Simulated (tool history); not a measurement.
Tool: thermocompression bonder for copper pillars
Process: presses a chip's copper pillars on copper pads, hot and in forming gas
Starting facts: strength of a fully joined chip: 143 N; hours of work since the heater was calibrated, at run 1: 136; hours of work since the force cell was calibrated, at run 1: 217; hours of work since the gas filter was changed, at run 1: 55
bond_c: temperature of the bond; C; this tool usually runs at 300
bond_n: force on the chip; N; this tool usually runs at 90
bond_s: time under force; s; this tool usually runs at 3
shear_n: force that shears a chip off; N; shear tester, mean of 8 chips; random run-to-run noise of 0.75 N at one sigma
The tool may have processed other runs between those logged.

run	hour	bond_c	bond_n	bond_s	hours of work since the heater was calibrated	hours of work since the force cell was calibrated	hours of work since the gas filter was changed	shear_n
1	0	300	90	3	136	217	55	54.8
2	43.1	300	90	3	169	250	88	52.7
3	67.7	300	124	3	188	269	107	62.1
# hour 77.8: forming gas filter changed
4	102.5	300	124	3	215	296	19	65.9
5	148	300	124	3	250	331	54	63.1
6	176.5	300	124	3	272	353	76	61
7	206.5	300	124	3	295	376	99	61.6
# hour 224.6: forming gas filter changed
8	235.3	300	88	3	317	398	8	55.6
9	257.9	300	106	3	334	415	26	59
10	307.1	300	106	3	372	453	64	58.6
11	332.6	300	90	3	392	473	83	54.9
# hour 371.3: forming gas filter changed
12	375.8	300	90	3	425	506	3	54.5
13	424.7	300	90	3	462	543	41	54.2
14	451.6	300	90	3	483	564	62	54.2
15	491.2	300	90	3	514	595	92	53.7
16	515	300	90	3	532	613	111	51.5
# hour 518.3: forming gas filter changed
17	563.3	300	90	3	569	650	35	54
18	604.6	312	115	3	601	682	67	69.3
19	627.3	273	116	3	618	699	84	40.2
20	655.8	298	58	3	640	721	106	40.7
# hour 666.8: forming gas filter changed
21	700	300	55	2	674	755	26	34.9
22	736.6	301	82	3	702	783	54	53.2
23	787.6	301	82	3	741	822	93	49.5
# hour 816.3: forming gas filter changed
24	831	300	78	2	774	855	11	42.9
25	858.3	278	96	9	795	876	32	61.7
26	894.9	278	96	9	824	905	61	61.7
27	942.2	278	96	9	860	941	97	60.9
# hour 964.7: forming gas filter changed
28	966.5	272	125	4	878	959	1	46.5
29	1013.2	272	125	4	915	995	37	45.8

5 options for the next run, each taken on its own from the tool as it stands now. Forecast them:
A	1039.3	300	93	4	935	1016	58	?
B	1039.3	276	90	3	935	1016	58	?
C	1039.3	272	83	5	935	1016	58	?
D	1039.3	300	89	5	935	1016	58	?
E	1039.3	285	64	5	935	1016	58	?

run	shear_n
A	60
B	37.3
C	39.5
D	63.5
E	42.9
With the hidden condition removed and each run's random variation left untouched, the same runs would have given:
run	shear_n
A	64.5
B	40.6
C	43.1
D	68.1
E	46.5
